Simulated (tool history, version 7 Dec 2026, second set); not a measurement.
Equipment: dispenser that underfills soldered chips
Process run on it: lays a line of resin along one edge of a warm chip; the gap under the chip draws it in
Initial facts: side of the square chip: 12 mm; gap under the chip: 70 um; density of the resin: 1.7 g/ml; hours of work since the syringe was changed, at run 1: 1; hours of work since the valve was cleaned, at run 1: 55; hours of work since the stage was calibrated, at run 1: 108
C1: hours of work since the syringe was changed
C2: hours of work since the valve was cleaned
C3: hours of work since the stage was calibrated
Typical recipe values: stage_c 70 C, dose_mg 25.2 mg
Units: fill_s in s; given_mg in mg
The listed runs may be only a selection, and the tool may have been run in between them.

run 1 day=0 | stage_c=70 dose_mg=25.2 | C1=1 C2=55 C3=108 | fill_s=42.6 given_mg=24.29
-- day=0.517 new syringe of resin
run 2 day=0.7 | stage_c=70 dose_mg=25.2 | C1=3 C2=66 C3=119 | fill_s=51.7 given_mg=24.3
-- day=1.075 new syringe of resin
run 3 day=1.15 | stage_c=70 dose_mg=25.2 | C1=1 C2=73 C3=126 | fill_s=45.1 given_mg=24.16
-- day=1.638 new syringe of resin
run 4 day=1.767 | stage_c=70 dose_mg=25.2 | C1=2 C2=83 C3=136 | fill_s=47.9 given_mg=24.04
-- day=2.188 new syringe of resin
-- day=2.383 dispensing valve cleaned and set on the balance
run 5 day=2.392 | stage_c=65 dose_mg=25.2 | C1=3 C2=0 C3=145 | fill_s=60.1 given_mg=25.14
run 6 day=2.733 | stage_c=70 dose_mg=25.2 | C1=8 C2=6 C3=151 | fill_s=82.3 given_mg=25
-- day=2.808 new syringe of resin
run 7 day=3.129 | stage_c=80 dose_mg=25.2 | C1=5 C2=12 C3=157 | fill_s=44.2 given_mg=24.95
-- day=3.333 new syringe of resin
run 8 day=3.558 | stage_c=80 dose_mg=25.2 | C1=4 C2=19 C3=164 | fill_s=39.1 given_mg=24.94
-- day=3.867 new syringe of resin
run 9 day=3.888 | stage_c=70 dose_mg=25.2 | C1=0 C2=24 C3=169 | fill_s=41.4 given_mg=24.71
-- day=4.433 new syringe of resin
run 10 day=4.5 | stage_c=70 dose_mg=25.2 | C1=1 C2=34 C3=179 | fill_s=44.5 given_mg=24.53
-- day=4.962 new syringe of resin
run 11 day=5.042 | stage_c=70 dose_mg=25.2 | C1=1 C2=42 C3=187 | fill_s=45.7 given_mg=24.36
-- day=5.508 new syringe of resin
run 12 day=5.508 | stage_c=70 dose_mg=25.2 | C1=0 C2=50 C3=195 | fill_s=40.8 given_mg=24.2
run 13 day=5.804 | stage_c=56 dose_mg=25.2 | C1=5 C2=55 C3=200 | fill_s=104.7 given_mg=24.27
-- day=6.067 new syringe of resin
run 14 day=6.371 | stage_c=56 dose_mg=25.2 | C1=5 C2=64 C3=209 | fill_s=109.7 given_mg=24.2
-- day=6.6 new syringe of resin
run 15 day=6.858 | stage_c=70 dose_mg=32.8 | C1=4 C2=71 C3=216 | fill_s=56.9 given_mg=31.28
-- day=7.129 new syringe of resin
run 16 day=7.325 | stage_c=63 dose_mg=23 | C1=3 C2=79 C3=224 | fill_s=72 given_mg=21.87
-- day=7.679 new syringe of resin
run 17 day=7.946 | stage_c=67 dose_mg=22.1 | C1=4 C2=89 C3=234 | fill_s=69.4 given_mg=20.94
-- day=8.208 new syringe of resin
-- day=8.25 dispensing valve cleaned and set on the balance
run 18 day=8.346 | stage_c=66 dose_mg=32 | C1=2 C2=2 C3=239 | fill_s=52.4 given_mg=32.03
run 19 day=8.671 | stage_c=64 dose_mg=32 | C1=7 C2=7 C3=245 | fill_s=91.1 given_mg=32.12
-- day=8.792 new syringe of resin
-- day=9.342 new syringe of resin
run 20 day=9.342 | stage_c=59 dose_mg=24.9 | C1=0 C2=17 C3=255 | fill_s=61 given_mg=24.69
-- day=9.9 new syringe of resin
run 21 day=9.912 | stage_c=58 dose_mg=25 | C1=0 C2=27 C3=264 | fill_s=67.3 given_mg=24.74
-- day=10.462 new syringe of resin
run 22 day=10.488 | stage_c=58 dose_mg=25 | C1=0 C2=36 C3=274 | fill_s=67.8 given_mg=24.51
-- day=10.996 new syringe of resin
run 23 day=10.996 | stage_c=60 dose_mg=29.7 | C1=0 C2=44 C3=282 | fill_s=59.4 given_mg=28.92
run 24 day=11.462 | stage_c=60 dose_mg=29.7 | C1=8 C2=51 C3=289 | fill_s=114.1 given_mg=28.93
-- day=11.533 new syringe of resin
-- day=12.062 new syringe of resin
run 25 day=12.062 | stage_c=56 dose_mg=22.8 | C1=0 C2=61 C3=299 | fill_s=74.9 given_mg=22.23
-- day=12.633 new syringe of resin
run 26 day=12.679 | stage_c=56 dose_mg=22.2 | C1=1 C2=71 C3=308 | fill_s=81.8 given_mg=21.37
-- day=13.2 new syringe of resin
run 27 day=13.2 | stage_c=75 dose_mg=28 | C1=0 C2=79 C3=317 | fill_s=33.5 given_mg=26.97
run 28 day=13.633 | stage_c=69 dose_mg=24.4 | C1=7 C2=86 C3=324 | fill_s=80.7 given_mg=23.15
-- day=13.733 new syringe of resin
-- day=14.079 dispensing valve cleaned and set on the balance
-- day=14.308 new syringe of resin
run 29 day=14.321 | stage_c=63 dose_mg=29.7 | C1=0 C2=4 C3=334 | fill_s=53.2 given_mg=29.65
-- day=14.842 new syringe of resin
run 30 day=14.842 | stage_c=83 dose_mg=28.6 | C1=0 C2=12 C3=342 | fill_s=25.7 given_mg=28.6

Predict each of these 3 candidate next runs independently; none follows another, all start after run 30:
-- day=15.417 new syringe of resin
run A day=15.521 | stage_c=63 dose_mg=23.7 | C1=2 C2=23 C3=353 | fill_s=? given_mg=?
-- day=15.417 new syringe of resin
run B day=15.521 | stage_c=56 dose_mg=28.6 | C1=2 C2=23 C3=353 | fill_s=? given_mg=?
-- day=15.417 new syringe of resin
run C day=15.521 | stage_c=83 dose_mg=27.9 | C1=2 C2=23 C3=353 | fill_s=? given_mg=?

run=A fill_s=65.9 given_mg=23.31
run=B fill_s=82.5 given_mg=28.16
run=C fill_s=30.6 given_mg=27.63
Stripped of hidden state, with their random variation kept, the same runs would have yielded:
run=A fill_s=51.9 given_mg=23.61
run=B fill_s=64.8 given_mg=28.53
run=C fill_s=24.4 given_mg=27.98
